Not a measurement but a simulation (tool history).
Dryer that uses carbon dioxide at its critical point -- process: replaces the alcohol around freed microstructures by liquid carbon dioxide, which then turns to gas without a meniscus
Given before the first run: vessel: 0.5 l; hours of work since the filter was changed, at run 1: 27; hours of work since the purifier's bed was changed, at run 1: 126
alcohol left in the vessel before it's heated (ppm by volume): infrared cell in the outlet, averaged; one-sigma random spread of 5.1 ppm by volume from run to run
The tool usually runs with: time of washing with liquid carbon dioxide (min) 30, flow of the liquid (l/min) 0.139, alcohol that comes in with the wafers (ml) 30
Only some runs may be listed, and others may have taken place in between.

run,day,time of washing with liquid carbon dioxide (min),flow of the liquid (l/min),alcohol that comes in with the wafers (ml),hours of work since the filter was changed,hours of work since the purifier's bed was changed,alcohol left in the vessel before it's heated (ppm by volume)
1,0.000,30,0.139,30,27,126,89
2,0.479,30,0.139,30,33,132,100
3,0.904,30,0.139,30,38,138,97
4,1.471,30,0.139,30,45,145,108
5,1.812,30,0.139,30,49,149,102
6,2.188,30,0.139,30,54,154,98
7,2.683,30,0.139,30,60,160,102
8,3.196,30,0.167,30,66,166,57
9,3.808,30,0.087,30,74,174,878
10,4.175,30,0.103,30,79,178,437
11,4.658,30,0.103,30,85,185,425
12,5.342,30,0.139,30,93,193,117
13,5.925,30,0.139,30,100,200,114
14,6.442,30,0.139,30,107,207,119
15,6.979,30,0.139,30,114,213,122
16,7.296,30,0.139,30,117,217,120
17,7.704,30,0.139,30,123,222,118
18,8.262,30,0.139,30,130,229,115
19,8.788,36,0.121,33,136,236,110
20,9.292,36,0.172,31,142,242,45
21,9.788,31,0.139,38,149,248,131
22,10.138,21,0.210,42,153,253,151
23,10.771,30,0.234,26,161,261,45
24,11.162,30,0.234,26,166,266,50
# day 11.329: inlet filter changed
25,11.500,45,0.122,30,2,269,39
26,11.996,27,0.097,30,8,275,807
27,12.446,30,0.226,55,14,281,48
28,13.017,27,0.139,55,21,288,295
29,13.629,27,0.099,86,29,296,2107
30,14.050,33,0.102,29,34,301,271
31,14.354,33,0.102,29,38,305,280
32,14.892,28,0.102,42,44,312,796
33,15.371,24,0.141,33,50,318,340
34,16.054,24,0.141,33,59,326,342

What would each run have given without the hidden state, its run-to-run variation left as it was?
The tool's hidden condition here consists of: flow that reaches the vessel past the clogged filter, %; alcohol in the recycled carbon dioxide, ppm; drift of the gauge itself on alcohol_ppm, %.
run,alcohol left in the vessel before it's heated (ppm by volume)
1,64
2,73
3,68
4,79
5,72
6,65
7,68
8,29
9,746
10,350
11,336
12,72
13,67
14,71
15,72
16,68
17,65
18,60
19,56
20,11
21,65
22,80
23,8
24,12
25,1
26,748
27,9
28,238
29,1951
30,211
31,218
32,692
33,265
34,262
